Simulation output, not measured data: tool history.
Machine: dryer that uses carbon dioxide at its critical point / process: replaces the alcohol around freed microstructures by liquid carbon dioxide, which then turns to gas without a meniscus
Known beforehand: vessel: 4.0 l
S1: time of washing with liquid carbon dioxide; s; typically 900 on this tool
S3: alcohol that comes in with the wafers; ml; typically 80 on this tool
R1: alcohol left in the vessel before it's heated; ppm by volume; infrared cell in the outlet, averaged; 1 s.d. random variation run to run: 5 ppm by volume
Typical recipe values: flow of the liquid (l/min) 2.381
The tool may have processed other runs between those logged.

run 1 hour=0.0 | S1=900 flow_of_the_liquid_(l/min)=2.381 S3=80 | R1=96
run 2 hour=67.5 | S1=900 flow_of_the_liquid_(l/min)=2.381 S3=80 | R1=114
run 3 hour=116.8 | S1=900 flow_of_the_liquid_(l/min)=2.381 S3=37 | R1=118
run 4 hour=168.4 | S1=900 flow_of_the_liquid_(l/min)=2.381 S3=69 | R1=96
run 5 hour=220.3 | S1=900 flow_of_the_liquid_(l/min)=2.381 S3=69 | R1=99
run 6 hour=265.0 | S1=900 flow_of_the_liquid_(l/min)=2.381 S3=69 | R1=114
run 7 hour=331.7 | S1=900 flow_of_the_liquid_(l/min)=2.381 S3=69 | R1=120
-- hour=340.9 purifier's bed changed
run 8 hour=370.8 | S1=660 flow_of_the_liquid_(l/min)=2.381 S3=80 | R1=81
run 9 hour=423.1 | S1=660 flow_of_the_liquid_(l/min)=2.381 S3=80 | R1=87
run 10 hour=457.4 | S1=660 flow_of_the_liquid_(l/min)=2.381 S3=80 | R1=89
run 11 hour=510.5 | S1=660 flow_of_the_liquid_(l/min)=2.381 S3=80 | R1=87
run 12 hour=550.6 | S1=660 flow_of_the_liquid_(l/min)=3.450 S3=80 | R1=20
run 13 hour=609.8 | S1=660 flow_of_the_liquid_(l/min)=3.450 S3=80 | R1=21
run 14 hour=671.6 | S1=900 flow_of_the_liquid_(l/min)=2.381 S3=29 | R1=23
run 15 hour=730.4 | S1=900 flow_of_the_liquid_(l/min)=2.381 S3=29 | R1=28
run 16 hour=771.9 | S1=900 flow_of_the_liquid_(l/min)=2.381 S3=80 | R1=32
-- hour=790.2 inlet filter changed
run 17 hour=821.6 | S1=900 flow_of_the_liquid_(l/min)=2.381 S3=80 | R1=29
run 18 hour=885.5 | S1=900 flow_of_the_liquid_(l/min)=2.381 S3=80 | R1=27
run 19 hour=917.2 | S1=900 flow_of_the_liquid_(l/min)=2.381 S3=80 | R1=36
run 20 hour=979.3 | S1=900 flow_of_the_liquid_(l/min)=2.381 S3=80 | R1=37
run 21 hour=1025.2 | S1=900 flow_of_the_liquid_(l/min)=2.381 S3=80 | R1=41
run 22 hour=1054.3 | S1=900 flow_of_the_liquid_(l/min)=2.381 S3=80 | R1=35
run 23 hour=1122.5 | S1=900 flow_of_the_liquid_(l/min)=2.381 S3=80 | R1=36
run 24 hour=1165.2 | S1=900 flow_of_the_liquid_(l/min)=2.381 S3=80 | R1=40
run 25 hour=1220.3 | S1=600 flow_of_the_liquid_(l/min)=3.480 S3=93 | R1=44
run 26 hour=1250.4 | S1=780 flow_of_the_liquid_(l/min)=3.350 S3=65 | R1=38
run 27 hour=1304.1 | S1=780 flow_of_the_liquid_(l/min)=3.350 S3=65 | R1=48
run 28 hour=1352.3 | S1=780 flow_of_the_liquid_(l/min)=3.350 S3=65 | R1=40
run 29 hour=1382.3 | S1=900 flow_of_the_liquid_(l/min)=1.970 S3=80 | R1=79
run 30 hour=1429.8 | S1=900 flow_of_the_liquid_(l/min)=1.970 S3=80 | R1=66
run 31 hour=1498.6 | S1=1020 flow_of_the_liquid_(l/min)=1.710 S3=31 | R1=63
run 32 hour=1530.4 | S1=1020 flow_of_the_liquid_(l/min)=2.170 S3=100 | R1=66
run 33 hour=1593.9 | S1=840 flow_of_the_liquid_(l/min)=2.840 S3=65 | R1=61
run 34 hour=1663.6 | S1=840 flow_of_the_liquid_(l/min)=2.840 S3=65 | R1=55
run 35 hour=1717.4 | S1=900 flow_of_the_liquid_(l/min)=3.800 S3=31 | R1=51
run 36 hour=1756.2 | S1=900 flow_of_the_liquid_(l/min)=1.470 S3=27 | R1=127
run 37 hour=1820.1 | S1=1440 flow_of_the_liquid_(l/min)=3.540 S3=84 | R1=62
run 38 hour=1887.1 | S1=1080 flow_of_the_liquid_(l/min)=3.770 S3=84 | R1=64
run 39 hour=1946.1 | S1=1320 flow_of_the_liquid_(l/min)=3.770 S3=84 | R1=62
-- hour=1966.5 inlet filter changed
run 40 hour=1980.0 | S1=1080 flow_of_the_liquid_(l/min)=2.500 S3=108 | R1=66
run 41 hour=2015.7 | S1=1200 flow_of_the_liquid_(l/min)=2.381 S3=80 | R1=67
run 42 hour=2064.6 | S1=780 flow_of_the_liquid_(l/min)=2.381 S3=53 | R1=75
run 43 hour=2128.2 | S1=900 flow_of_the_liquid_(l/min)=2.540 S3=38 | R1=73
run 44 hour=2163.4 | S1=900 flow_of_the_liquid_(l/min)=2.540 S3=101 | R1=78
run 45 hour=2214.7 | S1=900 flow_of_the_liquid_(l/min)=2.540 S3=101 | R1=71
run 46 hour=2279.8 | S1=900 flow_of_the_liquid_(l/min)=2.540 S3=101 | R1=79

Forecast each of these 5 alternatives for the next run:
run A hour=2346.0 | S1=900 flow_of_the_liquid_(l/min)=2.381 S3=21 | R1=?
run B hour=2346.0 | S1=660 flow_of_the_liquid_(l/min)=1.930 S3=21 | R1=?
run C hour=2346.0 | S1=960 flow_of_the_liquid_(l/min)=2.110 S3=66 | R1=?
run D hour=2346.0 | S1=1260 flow_of_the_liquid_(l/min)=2.540 S3=101 | R1=?
run E hour=2346.0 | S1=540 flow_of_the_liquid_(l/min)=3.100 S3=107 | R1=?

run=A R1=78
run=B R1=118
run=C R1=87
run=D R1=79
run=E R1=131
The same runs, with their run-to-run variation unchanged, on a tool lacking any hidden condition would have given:
run=A R1=3
run=B R1=31
run=C R1=10
run=D R1=5
run=E R1=43

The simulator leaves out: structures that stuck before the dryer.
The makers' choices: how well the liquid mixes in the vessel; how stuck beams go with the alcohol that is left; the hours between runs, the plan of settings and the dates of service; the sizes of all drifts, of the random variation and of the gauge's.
